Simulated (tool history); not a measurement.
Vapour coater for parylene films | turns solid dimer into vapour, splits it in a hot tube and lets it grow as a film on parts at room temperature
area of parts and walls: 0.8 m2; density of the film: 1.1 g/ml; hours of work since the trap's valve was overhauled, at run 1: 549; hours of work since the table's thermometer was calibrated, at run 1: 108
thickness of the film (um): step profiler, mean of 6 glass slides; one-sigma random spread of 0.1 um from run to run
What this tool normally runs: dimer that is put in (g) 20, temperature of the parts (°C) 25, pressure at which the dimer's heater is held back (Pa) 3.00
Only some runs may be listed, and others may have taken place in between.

run	hour	dimer that is put in (g)	temperature of the parts (°C)	pressure at which the dimer's heater is held back (Pa)	hours of work since the trap's valve was overhauled	hours of work since the table's thermometer was calibrated	thickness of the film (um)
1	0.0	20	25	3.00	549	108	10.89
2	14.1	20	25	3.00	559	119	10.76
3	26.7	20	25	3.00	568	128	10.77
4	40.0	20	25	3.00	578	137	10.84
5	48.8	20	25	3.00	584	144	10.71
6	67.5	20	25	3.00	597	157	10.66
7	81.5	20	25	3.00	607	167	10.78
8	101.5	20	25	3.00	622	181	10.67
# hour 108.3: trap's valve overhauled
9	125.8	20	25	3.00	13	196	9.31
# hour 142.6: trap's valve overhauled, once more
10	144.5	20	25	3.00	1	206	12.32
11	162.1	20	25	3.00	14	219	12.29
12	174.5	20	25	3.00	23	228	12.37
13	185.9	20	25	3.00	31	236	12.33
14	203.4	20	25	3.00	44	249	12.17
15	220.3	20	25	3.00	56	261	12.16
16	233.4	20	25	3.00	65	270	12.26
17	249.1	20	25	3.00	76	282	12.08
18	264.6	20	36	3.00	88	293	9.29
19	274.3	20	36	3.00	94	300	9.22
20	288.9	20	25	3.00	105	310	12.14
21	308.5	20	25	3.00	119	324	11.95
22	325.0	20	25	5.20	131	336	10.71
23	338.4	20	25	6.94	141	346	10.31
24	358.8	20	25	6.94	155	360	10.17

Estimate the outcome of run 25 from the log above:
25	368.5	8	25	6.94	162	367	?

Run 25 yielded thickness of the film (um) 4.08.
The same run, on a tool lacking any hidden state, would have yielded thickness of the film (um) 4.29.
